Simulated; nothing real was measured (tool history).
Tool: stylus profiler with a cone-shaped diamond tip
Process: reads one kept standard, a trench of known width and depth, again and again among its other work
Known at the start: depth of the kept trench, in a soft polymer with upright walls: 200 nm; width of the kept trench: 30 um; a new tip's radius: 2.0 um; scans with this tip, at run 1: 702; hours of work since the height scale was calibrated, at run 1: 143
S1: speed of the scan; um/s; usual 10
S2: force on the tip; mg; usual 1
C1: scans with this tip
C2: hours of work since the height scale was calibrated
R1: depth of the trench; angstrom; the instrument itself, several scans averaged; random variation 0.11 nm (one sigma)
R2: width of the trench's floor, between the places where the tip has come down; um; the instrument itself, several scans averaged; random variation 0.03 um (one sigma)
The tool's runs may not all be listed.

| run | hour | S1 | S2 | C1 | C2 | R1 | R2 |
|---|---|---|---|---|---|---|---|
| 1 | 0 | 10 | 1 | 702 | 143 | 2014 | 28.11 |
| 2 | 9.5 | 10 | 1 | 727 | 148 | 2014.3 | 28.19 |
| 3 | 19.3 | 10 | 1 | 752 | 153 | 2016.4 | 28.14 |
| 4 | 26.1 | 10 | 1 | 770 | 157 | 2014.7 | 28.1 |
| 5 | 34.2 | 10 | 1 | 791 | 161 | 2015 | 28.18 |
| 6 | 41.6 | 10 | 1 | 810 | 165 | 2015 | 28.15 |
| 7 | 52 | 10 | 1 | 837 | 171 | 2015.6 | 28.16 |
| 8 | 66.3 | 10 | 1 | 875 | 178 | 2014.8 | 28.15 |
| 9 | 73.5 | 10 | 1 | 893 | 182 | 2015.8 | 28.13 |
| 10 | 86.1 | 10 | 1 | 926 | 189 | 2016 | 28.15 |
| 11 | 93 | 10 | 1 | 944 | 192 | 2015.1 | 28.12 |
| 12 | 106.4 | 3 | 1 | 979 | 199 | 2015.5 | 28.17 |
| 13 | 122.7 | 6 | 1 | 1021 | 208 | 2015.7 | 28.12 |
| 14 | 137 | 32 | 0.54 | 1058 | 216 | 2011.3 | 27.94 |
| 15 | 146.1 | 4 | 1.66 | 1082 | 220 | 2021.1 | 28.23 |
| 16 | 155.3 | 3 | 0.49 | 1106 | 225 | 2010.8 | 28.13 |
| 17 | 164.3 | 3 | 0.49 | 1129 | 230 | 2013.8 | 28.18 |
| 18 | 175.2 | 2 | 0.99 | 1158 | 236 | 2016.1 | 28.23 |
| 19 | 191.5 | 12 | 1.91 | 1200 | 244 | 2022 | 28.14 |

The next listed run, before its measurement:
| 20 | 207.4 | 4 | 1.91 | 1241 | 253 | ? | ? |

R1: 2021.8 angstrom
R2: 28.21 um
Without the tool's hidden state the same run would have given R1 2018.3 angstrom, R2 28.29 um.
